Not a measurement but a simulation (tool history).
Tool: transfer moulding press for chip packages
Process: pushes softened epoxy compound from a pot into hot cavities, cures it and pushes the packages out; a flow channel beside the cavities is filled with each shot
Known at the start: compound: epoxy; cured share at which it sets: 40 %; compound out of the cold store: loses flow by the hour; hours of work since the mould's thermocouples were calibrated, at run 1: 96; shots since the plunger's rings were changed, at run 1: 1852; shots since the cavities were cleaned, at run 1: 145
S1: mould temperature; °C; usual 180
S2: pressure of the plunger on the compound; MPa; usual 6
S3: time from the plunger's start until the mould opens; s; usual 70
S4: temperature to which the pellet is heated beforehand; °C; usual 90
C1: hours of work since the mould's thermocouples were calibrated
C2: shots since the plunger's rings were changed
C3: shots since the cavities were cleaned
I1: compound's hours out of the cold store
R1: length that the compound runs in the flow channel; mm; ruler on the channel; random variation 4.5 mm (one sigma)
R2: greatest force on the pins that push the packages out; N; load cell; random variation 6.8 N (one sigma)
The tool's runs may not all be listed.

run	hour	S1	S2	S3	S4	C1	C2	C3	I1	R1	R2
1	0	180	6	70	90	96	1852	145	13.9	909	311
2	10.3	180	6	70	90	101	1976	269	36.8	854	324
3	20.2	180	6	70	90	105	2095	388	31.4	863	338
4	27.9	180	6	109	90	108	2186	479	39.1	852	258
5	33.4	180	7.38	109	90	111	2253	546	12.7	1005	271
6	39.6	180	7.38	109	90	114	2327	620	47	934	270
7	44.3	180	6	70	84	116	2384	677	32.6	868	355
8	54.4	180	6	70	84	120	2504	797	44.9	845	381
9	60.9	182	6	70	90	123	2582	875	32.2	857	350
# hour 65.9: cavities cleaned with cleaning compound and waxed
10	67.1	180	6	70	90	125	2638	14	12.3	905	445
11	77.7	180	6	70	90	130	2765	141	18.1	897	431
12	86.8	180	6	80	90	134	2875	251	19.9	893	348
13	93	180	6	80	90	137	2948	324	40.2	851	326
14	102.9	180	6	80	90	141	3067	443	39.1	842	349
# hour 108.4: cavities cleaned with cleaning compound and waxed, once more
15	114.3	180	6	80	90	146	3186	70	44.5	830	216
16	119.7	187	5.42	91	81	148	3251	135	11.2	833	223
17	126.5	187	7.05	50	81	151	3332	216	9.6	955	623
18	134.7	187	7.05	58	88	155	3430	314	30.5	915	353
19	143	185	6.48	78	90	158	3530	414	42.6	853	265
20	153.2	185	6.48	78	90	163	3652	536	37.3	862	280
21	164.5	182	5.68	53	99	168	3787	671	26.4	839	642
22	173.8	182	5.68	53	99	172	3899	783	41	808	638
# hour 186.5: cavities cleaned with cleaning compound and waxed
23	186.5	173	5.68	53	85	177	4033	0	27.6	861	821
24	191.7	173	4.84	83	95	179	4095	62	9.3	822	292
25	196.6	180	6	53	90	182	4154	121	36.5	846	618
26	201.4	180	6	110	96	184	4212	179	48	819	230
27	207	180	6	70	90	186	4278	245	25.9	873	334
28	215.2	180	6	70	90	190	4377	344	17	883	332
29	224.8	180	6	70	90	194	4491	458	10.3	905	357

4 ways to go on from here, each from the tool as it stands after run 29. What would each give?
A	229.5	180	6	75	90	196	4549	516	16.7	?	?
B	229.5	180	6	87	90	196	4549	516	43.1	?	?
C	229.5	187	6	96	91	196	4549	516	32.7	?	?
D	229.5	182	6	52	89	196	4549	516	22.3	?	?

run	R1	R2
A	884	324
B	832	275
C	839	262
D	859	735
Without the tool's hidden state the same runs would have given:
run	R1	R2
A	917	249
B	863	209
C	870	198
D	891	567

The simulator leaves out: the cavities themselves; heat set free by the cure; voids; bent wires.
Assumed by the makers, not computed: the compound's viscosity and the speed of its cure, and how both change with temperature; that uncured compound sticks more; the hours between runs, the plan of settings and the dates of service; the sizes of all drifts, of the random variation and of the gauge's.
